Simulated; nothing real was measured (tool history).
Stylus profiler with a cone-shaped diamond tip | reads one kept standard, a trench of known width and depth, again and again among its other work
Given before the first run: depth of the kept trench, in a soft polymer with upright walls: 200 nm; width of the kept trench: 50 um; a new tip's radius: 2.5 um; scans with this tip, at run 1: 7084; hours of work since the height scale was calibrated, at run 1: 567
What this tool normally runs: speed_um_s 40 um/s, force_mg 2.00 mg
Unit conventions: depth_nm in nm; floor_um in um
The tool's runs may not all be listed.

run	hour	speed_um_s	force_mg	scans with this tip	hours of work since the height scale was calibrated	depth_nm	floor_um
1	0.0	40	2.00	7084	567	201.66	46.14
2	25.7	40	2.00	7221	578	201.64	46.18
3	43.9	40	0.80	7318	585	200.78	45.93
4	63.7	40	0.74	7424	594	200.72	45.91
5	89.9	40	2.00	7563	605	201.68	46.06
6	102.0	40	2.00	7627	610	201.66	46.10
7	125.1	13	2.00	7750	620	201.62	46.25
8	153.1	40	2.00	7899	632	201.57	46.05
9	181.1	40	2.00	8048	644	201.68	46.03
10	200.8	40	2.00	8153	652	201.58	46.03
# hour 217.7: new tip fitted, height scale calibrated
11	228.0	40	2.00	55	4	201.79	47.73
12	247.7	40	2.00	159	13	201.83	47.67
13	261.2	40	3.09	231	19	202.48	47.76
14	286.5	40	3.09	366	29	202.48	47.76
15	305.3	40	3.09	466	37	202.45	47.69
16	330.8	40	3.09	602	48	202.45	47.67
17	356.2	40	3.09	737	59	202.47	47.57
18	380.1	40	0.68	864	69	200.85	47.29
19	406.1	40	2.00	1002	80	201.85	47.44
20	434.1	70	2.00	1151	92	201.76	47.25
21	460.4	70	2.00	1291	103	201.79	47.21
22	483.2	40	2.00	1413	113	201.79	47.34
23	498.9	40	2.00	1496	120	201.82	47.36
24	526.0	64	1.36	1640	131	201.42	47.05
25	546.3	10	1.50	1748	140	201.43	47.48
26	571.7	40	1.07	1883	151	201.14	47.12
27	590.1	100	4.18	1981	158	203.04	47.05
28	601.6	100	4.18	2042	163	202.94	47.05
29	623.9	97	0.79	2161	173	200.90	46.35
30	637.7	97	0.79	2234	179	200.88	46.38
31	654.8	97	0.79	2325	186	200.95	46.36
32	668.9	97	0.79	2400	192	200.92	46.38
33	695.1	40	1.54	2540	203	201.50	47.06
34	713.2	11	1.01	2636	211	201.10	47.19
35	728.7	11	1.01	2718	217	201.10	47.26

For run 36, what comes out?
36	750.6	11	1.01	2835	227	?	?

For run 36 the tool returned depth_nm 201.11 nm, floor_um 47.21 um.
If the tool had no hidden condition, the same run with the same run-to-run variation would have returned depth_nm 201.24 nm, floor_um 47.95 um.
